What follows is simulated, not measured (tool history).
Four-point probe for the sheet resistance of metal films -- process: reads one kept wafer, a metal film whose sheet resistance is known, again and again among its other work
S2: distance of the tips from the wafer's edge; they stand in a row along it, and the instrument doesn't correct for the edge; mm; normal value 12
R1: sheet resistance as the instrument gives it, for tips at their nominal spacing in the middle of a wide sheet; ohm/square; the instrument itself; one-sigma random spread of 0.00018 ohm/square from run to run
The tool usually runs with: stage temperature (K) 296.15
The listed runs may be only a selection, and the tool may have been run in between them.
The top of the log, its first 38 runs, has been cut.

run 39 hour=1161.6 | stage_temperature_(K)=301.15 S2=16 | R1=0.910126
run 40 hour=1185.4 | stage_temperature_(K)=297.15 S2=8 | R1=0.915162
run 41 hour=1220.1 | stage_temperature_(K)=305.15 S2=7 | R1=0.918401
run 42 hour=1252.3 | stage_temperature_(K)=305.15 S2=7 | R1=0.918688
run 43 hour=1293.4 | stage_temperature_(K)=297.15 S2=10 | R1=0.912467
run 44 hour=1321.3 | stage_temperature_(K)=301.15 S2=42 | R1=0.908368
run 45 hour=1361 | stage_temperature_(K)=294.15 S2=12 | R1=0.910294
run 46 hour=1385.9 | stage_temperature_(K)=294.15 S2=12 | R1=0.910583

Each row is a separate what-if for the run after 46, all from the same tool condition, not one after another. Results?
run A hour=1426.7 | stage_temperature_(K)=296.15 S2=12 | R1=?
run B hour=1426.7 | stage_temperature_(K)=294.15 S2=23 | R1=?
run C hour=1426.7 | stage_temperature_(K)=297.15 S2=3 | R1=?

run=A R1=0.910876
run=B R1=0.907969
run=C R1=0.958314
Without the tool's unlogged condition, the same runs would have read:
run=A R1=0.917534
run=B R1=0.914607
run=C R1=0.965288

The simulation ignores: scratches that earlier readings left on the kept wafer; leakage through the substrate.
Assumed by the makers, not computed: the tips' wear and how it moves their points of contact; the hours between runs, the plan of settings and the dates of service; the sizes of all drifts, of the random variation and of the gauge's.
